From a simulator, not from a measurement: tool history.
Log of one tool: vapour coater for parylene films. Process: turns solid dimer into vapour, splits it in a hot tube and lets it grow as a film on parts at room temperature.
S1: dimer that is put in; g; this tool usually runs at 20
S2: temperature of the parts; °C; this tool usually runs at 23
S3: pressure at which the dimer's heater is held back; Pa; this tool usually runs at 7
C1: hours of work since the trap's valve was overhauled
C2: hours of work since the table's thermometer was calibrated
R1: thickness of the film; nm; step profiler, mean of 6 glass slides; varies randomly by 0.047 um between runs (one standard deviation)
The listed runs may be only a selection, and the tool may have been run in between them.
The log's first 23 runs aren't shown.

{"run": 24, "day": 14.65, "S1": 20, "S2": 22, "S3": 7, "C1": 150, "C2": 950, "R1": 5110}
{"run": 25, "day": 15.562, "S1": 27, "S2": 18, "S3": 7, "C1": 168, "C2": 968, "R1": 7710}
{"run": 26, "day": 16.146, "S1": 27, "S2": 18, "S3": 7, "C1": 179, "C2": 979, "R1": 7860}
{"run": 27, "day": 16.908, "S1": 27, "S2": 23, "S3": 7, "C1": 194, "C2": 994, "R1": 6710}
{"run": 28, "day": 17.508, "S1": 10, "S2": 29, "S3": 7, "C1": 205, "C2": 1005, "R1": 2080}
{"run": 29, "day": 17.908, "S1": 13, "S2": 23, "S3": 3.45, "C1": 213, "C2": 1013, "R1": 3650}
{"run": 30, "day": 18.3, "S1": 11, "S2": 23, "S3": 2.25, "C1": 221, "C2": 1021, "R1": 3390}
{"run": 31, "day": 19.179, "S1": 11, "S2": 23, "S3": 2.25, "C1": 238, "C2": 1038, "R1": 3290}
{"run": 32, "day": 19.846, "S1": 11, "S2": 23, "S3": 2.25, "C1": 251, "C2": 1051, "R1": 3290}
{"run": 33, "day": 20.704, "S1": 18, "S2": 23, "S3": 2.06, "C1": 267, "C2": 1067, "R1": 5410}
{"run": 34, "day": 21.458, "S1": 20, "S2": 23, "S3": 2.42, "C1": 282, "C2": 1082, "R1": 5840}
{"run": 35, "day": 22.308, "S1": 15, "S2": 23, "S3": 10.82, "C1": 298, "C2": 1098, "R1": 3280}
{"run": 36, "day": 22.812, "S1": 15, "S2": 23, "S3": 10.82, "C1": 308, "C2": 1108, "R1": 3200}
{"run": 37, "day": 23.212, "S1": 18, "S2": 23, "S3": 4.41, "C1": 316, "C2": 1116, "R1": 4560}
{"day": 23.962, "done": "trap's valve overhauled"}
{"run": 38, "day": 24.175, "S1": 18, "S2": 23, "S3": 4.41, "C1": 4, "C2": 1131, "R1": 5360}
{"run": 39, "day": 24.767, "S1": 19, "S2": 23, "S3": 4.92, "C1": 16, "C2": 1143, "R1": 5330}
{"run": 40, "day": 25.388, "S1": 20, "S2": 23, "S3": 8.76, "C1": 28, "C2": 1155, "R1": 5060}
{"run": 41, "day": 25.929, "S1": 36, "S2": 21, "S3": 2.12, "C1": 38, "C2": 1165, "R1": 12340}
{"run": 42, "day": 26.758, "S1": 36, "S2": 21, "S3": 2.12, "C1": 54, "C2": 1181, "R1": 12160}
{"run": 43, "day": 27.138, "S1": 15, "S2": 30, "S3": 9.81, "C1": 62, "C2": 1189, "R1": 2990}
{"run": 44, "day": 27.975, "S1": 20, "S2": 26, "S3": 3.24, "C1": 78, "C2": 1205, "R1": 5430}
{"run": 45, "day": 28.646, "S1": 20, "S2": 34, "S3": 5.75, "C1": 91, "C2": 1218, "R1": 3910}
{"run": 46, "day": 29.375, "S1": 20, "S2": 31, "S3": 7, "C1": 105, "C2": 1232, "R1": 4170}
{"run": 47, "day": 29.767, "S1": 20, "S2": 33, "S3": 10.19, "C1": 113, "C2": 1240, "R1": 3610}

Here are 4 independent what-if runs from the current tool condition. What would each one return?
{"run": "A", "day": 30.692, "S1": 20, "S2": 23, "S3": 7, "C1": 131, "C2": 1258, "R1": "?"}
{"run": "B", "day": 30.692, "S1": 26, "S2": 33, "S3": 10.19, "C1": 131, "C2": 1258, "R1": "?"}
{"run": "C", "day": 30.692, "S1": 18, "S2": 17, "S3": 10.19, "C1": 131, "C2": 1258, "R1": "?"}
{"run": "D", "day": 30.692, "S1": 20, "S2": 30, "S3": 7, "C1": 131, "C2": 1258, "R1": "?"}

run=A R1=5080
run=B R1=4730
run=C R1=5020
run=D R1=4210
The same runs, with their run-to-run variation unchanged, on a tool lacking any hidden condition would have given:
run=A R1=5350
run=B R1=4970
run=C R1=5280
run=D R1=4430

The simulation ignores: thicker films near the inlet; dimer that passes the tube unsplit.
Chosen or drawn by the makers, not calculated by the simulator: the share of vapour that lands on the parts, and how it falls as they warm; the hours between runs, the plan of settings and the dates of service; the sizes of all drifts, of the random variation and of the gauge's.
